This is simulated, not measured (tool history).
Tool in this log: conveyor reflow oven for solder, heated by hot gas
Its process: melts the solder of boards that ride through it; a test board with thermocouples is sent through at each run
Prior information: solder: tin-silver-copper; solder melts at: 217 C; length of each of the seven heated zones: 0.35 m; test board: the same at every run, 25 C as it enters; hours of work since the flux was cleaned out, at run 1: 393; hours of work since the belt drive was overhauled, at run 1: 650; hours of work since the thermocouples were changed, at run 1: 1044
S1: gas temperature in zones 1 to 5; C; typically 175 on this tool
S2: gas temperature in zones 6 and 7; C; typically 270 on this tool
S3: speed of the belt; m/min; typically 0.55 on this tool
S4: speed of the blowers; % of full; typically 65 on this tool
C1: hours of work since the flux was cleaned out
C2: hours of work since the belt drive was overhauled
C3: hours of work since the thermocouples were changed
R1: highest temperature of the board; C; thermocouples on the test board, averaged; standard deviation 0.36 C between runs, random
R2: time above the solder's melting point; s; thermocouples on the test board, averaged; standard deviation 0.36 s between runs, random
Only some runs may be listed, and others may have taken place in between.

Run 1, hour 0: usual settings; C1 393; C2 650; C3 1044. Result: R1 248.6 C, R2 53.4 s.
Run 2, hour 28.1: usual settings; C1 412; C2 669; C3 1063. Result: R1 248.5 C, R2 53.6 s.
Run 3, hour 72.8: usual settings but S1 168 C; C1 443; C2 700; C3 1094. Result: R1 246.5 C, R2 48.9 s.
Run 4, hour 122: usual settings but S1 168 C, S2 264 C; C1 476; C2 733; C3 1128. Result: R1 241.5 C, R2 44.2 s.
Run 5, hour 144.2: usual settings but S1 168 C, S2 264 C; C1 492; C2 749; C3 1143. Result: R1 241.7 C, R2 43.5 s.
At hour 153.4: flux residue cleaned out of gas plates and filters.
Run 6, hour 195.5: usual settings but S1 168 C, S2 264 C; C1 29; C2 780; C3 1175. Result: R1 238.7 C, R2 40.2 s.
Run 7, hour 231.6: usual settings but S1 168 C, S2 264 C; C1 54; C2 805; C3 1200. Result: R1 239.3 C, R2 39.9 s.
Run 8, hour 252.5: usual settings but S1 168 C, S2 264 C; C1 68; C2 819; C3 1214. Result: R1 238.5 C, R2 39.8 s.
Run 9, hour 291.2: usual settings but S2 271 C, S4 84 % of full; C1 95; C2 846; C3 1240. Result: R1 250.8 C, R2 55.2 s.
Run 10, hour 314.8: usual settings but S1 188 C, S2 280 C, S3 0.502 m/min; C1 111; C2 862; C3 1257. Result: R1 259.5 C, R2 73.8 s.
At hour 355.9: flux residue cleaned out of gas plates and filters, once more.
Run 11, hour 357: usual settings but S1 178 C, S2 282 C, S3 0.538 m/min; C1 1; C2 888; C3 1282. Result: R1 264.3 C, R2 67.9 s.

Branching from run 11: 3 alternative next runs. What would each branch give?
At hour 375.1: belt drive overhauled, speed set with a stopwatch.
Run A, hour 388.2: usual settings but S1 178 C, S2 282 C, S3 0.563 m/min, S4 64 % of full; C1 19; C2 9; C3 1301. Result: R1 ?, R2 ?.
At hour 375.1: belt drive overhauled, speed set with a stopwatch.
Run B, hour 388.2: usual settings but S1 178 C, S2 267 C, S3 0.538 m/min, S4 69 % of full; C1 19; C2 9; C3 1301. Result: R1 ?, R2 ?.
At hour 375.1: belt drive overhauled, speed set with a stopwatch.
Run C, hour 388.2: usual settings but S1 178 C, S2 285 C, S3 0.538 m/min; C1 19; C2 9; C3 1301. Result: R1 ?, R2 ?.

run     R1    R2
  A  261.4  61.7
  B    253  58.9
  C  266.3  67.3
Stripped of hidden state, with their random variation kept, the same runs would have yielded:
run     R1    R2
  A  259.6  60.8
  B  251.1  57.7
  C  264.5  66.5

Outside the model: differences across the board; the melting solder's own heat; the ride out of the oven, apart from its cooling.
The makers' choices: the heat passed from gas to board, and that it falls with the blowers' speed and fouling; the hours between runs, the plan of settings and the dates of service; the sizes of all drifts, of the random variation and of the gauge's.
